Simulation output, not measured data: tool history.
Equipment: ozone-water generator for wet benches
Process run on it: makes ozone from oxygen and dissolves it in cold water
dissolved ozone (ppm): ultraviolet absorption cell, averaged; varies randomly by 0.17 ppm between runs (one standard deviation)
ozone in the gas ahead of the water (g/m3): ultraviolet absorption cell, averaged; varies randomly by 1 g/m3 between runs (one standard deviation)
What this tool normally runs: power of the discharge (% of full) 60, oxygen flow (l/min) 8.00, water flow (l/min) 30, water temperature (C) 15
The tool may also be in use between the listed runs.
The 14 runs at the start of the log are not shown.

run	hour	power of the discharge (% of full)	oxygen flow (l/min)	water flow (l/min)	water temperature (C)	dissolved ozone (ppm)	ozone in the gas ahead of the water (g/m3)
# hour 1535.9: electrodes of the discharge changed
15	1620.1	63	8.00	30	15	23.1	188.1
16	1771.1	60	8.00	19	15	30.2	181.5
17	1855.1	60	8.00	19	15	29.5	180.9
18	1937.1	60	8.00	19	15	29.5	179.3
19	2034.1	60	8.00	19	15	30.1	179.4
20	2183.1	60	4.84	31	16	19.3	223.1
21	2283.7	60	4.84	31	16	19.3	223.6
22	2393.2	60	4.84	31	16	19.2	223.8
23	2518.1	44	13.93	35	7	18.8	111.2
24	2614.2	42	9.87	46	15	12.7	127.1
25	2688.9	57	11.76	30	18	20.4	143.8
26	2780.4	45	4.13	30	22	14.6	192.7
# hour 2845.2: contactor cleaned
27	2855.0	60	4.05	30	15	19.5	239.0
28	2994.3	69	4.05	30	15	21.1	265.4
29	3133.3	40	4.73	38	12	12.5	165.8
30	3269.8	40	4.73	38	12	12.4	165.7
31	3409.0	60	7.33	30	10	22.5	179.2
32	3498.5	60	7.33	30	10	22.9	181.3
33	3637.7	98	8.00	39	15	24.3	243.4
34	3785.2	98	8.00	39	15	24.6	238.7

Consider 3 possible next runs. They are alternatives, not a sequence: every one starts from the tool as it was left by run 34. What does each give?
A	3873.5	48	8.00	30	12	?	?
B	3873.5	56	8.00	30	15	?	?
C	3873.5	60	8.00	22	15	?	?

run	dissolved ozone (ppm)	ozone in the gas ahead of the water (g/m3)
A	19.0	145.5
B	20.5	163.0
C	26.1	171.9
Without the tool's unlogged condition, the same runs would have read:
run	dissolved ozone (ppm)	ozone in the gas ahead of the water (g/m3)
A	20.3	152.9
B	22.1	172.5
C	28.2	182.5
